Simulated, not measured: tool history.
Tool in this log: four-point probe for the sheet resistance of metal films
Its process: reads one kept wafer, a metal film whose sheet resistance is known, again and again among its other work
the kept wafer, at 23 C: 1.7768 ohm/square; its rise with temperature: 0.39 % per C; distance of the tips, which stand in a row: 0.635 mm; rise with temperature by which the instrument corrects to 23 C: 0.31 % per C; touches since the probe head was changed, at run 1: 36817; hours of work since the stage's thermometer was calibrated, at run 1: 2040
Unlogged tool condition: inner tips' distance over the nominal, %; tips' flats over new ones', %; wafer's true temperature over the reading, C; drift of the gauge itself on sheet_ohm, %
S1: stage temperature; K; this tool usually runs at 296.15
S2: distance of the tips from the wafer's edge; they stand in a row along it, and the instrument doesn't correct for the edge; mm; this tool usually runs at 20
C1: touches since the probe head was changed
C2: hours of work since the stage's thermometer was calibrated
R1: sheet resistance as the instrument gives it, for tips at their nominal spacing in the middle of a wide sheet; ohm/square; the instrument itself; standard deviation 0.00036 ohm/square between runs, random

{"run": 1, "hour": 0.0, "S1": 296.15, "S2": 20, "C1": 36817, "C2": 2040, "R1": 1.768454}
{"run": 2, "hour": 57.0, "S1": 296.15, "S2": 25, "C1": 37765, "C2": 2084, "R1": 1.76881}
{"run": 3, "hour": 97.9, "S1": 296.15, "S2": 20, "C1": 38444, "C2": 2116, "R1": 1.769031}
{"run": 4, "hour": 128.7, "S1": 296.15, "S2": 20, "C1": 38956, "C2": 2140, "R1": 1.769124}
{"run": 5, "hour": 166.1, "S1": 296.15, "S2": 40, "C1": 39578, "C2": 2169, "R1": 1.76822}
{"hour": 175.4, "done": "stage's thermometer calibrated"}
{"run": 6, "hour": 192.8, "S1": 296.15, "S2": 20, "C1": 40013, "C2": 14, "R1": 1.773572}
{"run": 7, "hour": 235.8, "S1": 296.15, "S2": 20, "C1": 40728, "C2": 47, "R1": 1.772507}
{"run": 8, "hour": 281.8, "S1": 294.15, "S2": 20, "C1": 41494, "C2": 83, "R1": 1.770604}
{"run": 9, "hour": 342.2, "S1": 294.15, "S2": 20, "C1": 42497, "C2": 130, "R1": 1.771485}
{"run": 10, "hour": 372.3, "S1": 294.15, "S2": 20, "C1": 42997, "C2": 153, "R1": 1.76986}
{"run": 11, "hour": 401.4, "S1": 305.15, "S2": 20, "C1": 43481, "C2": 176, "R1": 1.78582}
{"run": 12, "hour": 442.9, "S1": 305.15, "S2": 20, "C1": 44171, "C2": 208, "R1": 1.786593}
{"run": 13, "hour": 487.0, "S1": 305.15, "S2": 20, "C1": 44905, "C2": 242, "R1": 1.786043}
{"run": 14, "hour": 547.2, "S1": 305.15, "S2": 20, "C1": 45905, "C2": 289, "R1": 1.786377}
{"run": 15, "hour": 578.7, "S1": 305.15, "S2": 20, "C1": 46428, "C2": 313, "R1": 1.786222}
{"run": 16, "hour": 619.7, "S1": 308.15, "S2": 41, "C1": 47109, "C2": 345, "R1": 1.789218}
{"run": 17, "hour": 668.7, "S1": 308.15, "S2": 41, "C1": 47924, "C2": 383, "R1": 1.788923}
{"run": 18, "hour": 702.8, "S1": 296.15, "S2": 53, "C1": 48491, "C2": 409, "R1": 1.772645}
{"run": 19, "hour": 755.6, "S1": 296.15, "S2": 8, "C1": 49368, "C2": 450, "R1": 1.778941}

Run 20 has not been measured yet. What should we expect?
{"run": 20, "hour": 784.7, "S1": 299.15, "S2": 7, "C1": 49852, "C2": 473, "R1": "?"}

Run 20 came out at R1 1.784735 ohm/square.
If the tool had no hidden condition, the same run with the same run-to-run variation would have returned R1 1.788785 ohm/square.
